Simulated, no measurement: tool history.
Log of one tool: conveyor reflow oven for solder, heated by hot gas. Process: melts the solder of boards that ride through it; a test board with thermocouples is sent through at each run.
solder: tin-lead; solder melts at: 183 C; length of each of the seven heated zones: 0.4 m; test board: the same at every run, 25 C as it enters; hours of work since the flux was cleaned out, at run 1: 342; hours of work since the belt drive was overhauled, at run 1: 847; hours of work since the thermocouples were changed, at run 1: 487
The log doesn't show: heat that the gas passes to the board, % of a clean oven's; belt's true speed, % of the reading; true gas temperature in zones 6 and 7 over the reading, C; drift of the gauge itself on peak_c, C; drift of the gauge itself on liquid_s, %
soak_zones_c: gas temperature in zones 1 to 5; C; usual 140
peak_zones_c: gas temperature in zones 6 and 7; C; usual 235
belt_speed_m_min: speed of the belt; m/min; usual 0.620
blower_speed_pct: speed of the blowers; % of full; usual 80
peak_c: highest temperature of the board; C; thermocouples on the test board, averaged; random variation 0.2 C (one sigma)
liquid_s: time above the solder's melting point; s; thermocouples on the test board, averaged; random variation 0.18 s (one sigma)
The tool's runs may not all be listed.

| run | day | soak_zones_c | peak_zones_c | belt_speed_m_min | blower_speed_pct | hours of work since the flux was cleaned out | hours of work since the belt drive was overhauled | hours of work since the thermocouples were changed | peak_c | liquid_s |
|---|---|---|---|---|---|---|---|---|---|---|
| 1 | 0.000 | 140 | 235 | 0.620 | 80 | 342 | 847 | 487 | 214.0 | 56.8 |
|  | 0.729 | flux residue cleaned out of gas plates and filters |
| 2 | 1.804 | 140 | 235 | 0.620 | 80 | 18 | 874 | 515 | 216.7 | 59.7 |
| 3 | 2.979 | 140 | 235 | 0.620 | 80 | 39 | 894 | 535 | 216.8 | 59.5 |
| 4 | 4.408 | 132 | 235 | 0.620 | 80 | 63 | 919 | 559 | 214.9 | 54.9 |
| 5 | 5.683 | 149 | 235 | 0.620 | 80 | 85 | 940 | 581 | 218.0 | 64.4 |
| 6 | 7.396 | 149 | 235 | 0.620 | 80 | 114 | 970 | 611 | 217.3 | 64.0 |
| 7 | 8.333 | 149 | 235 | 0.620 | 80 | 130 | 986 | 627 | 217.7 | 64.1 |
| 8 | 9.412 | 140 | 235 | 0.620 | 80 | 149 | 1004 | 645 | 215.3 | 58.9 |
| 9 | 11.058 | 140 | 235 | 0.620 | 80 | 177 | 1033 | 673 | 215.1 | 58.7 |
| 10 | 11.792 | 140 | 235 | 0.620 | 80 | 190 | 1045 | 686 | 215.3 | 58.5 |
| 11 | 13.058 | 140 | 235 | 0.620 | 80 | 211 | 1067 | 708 | 214.4 | 58.4 |
| 12 | 14.396 | 140 | 237 | 0.688 | 75 | 234 | 1090 | 731 | 211.6 | 48.5 |

Run 13 comes next. What will it give?
| 13 | 15.621 | 132 | 235 | 0.620 | 65 | 255 | 1111 | 752 | ? | ? |

Run 13 gave peak_c 209.6 C, liquid_s 49.4 s.
Without the tool's hidden state the same run would have given peak_c 212.9 C, liquid_s 51.1 s.
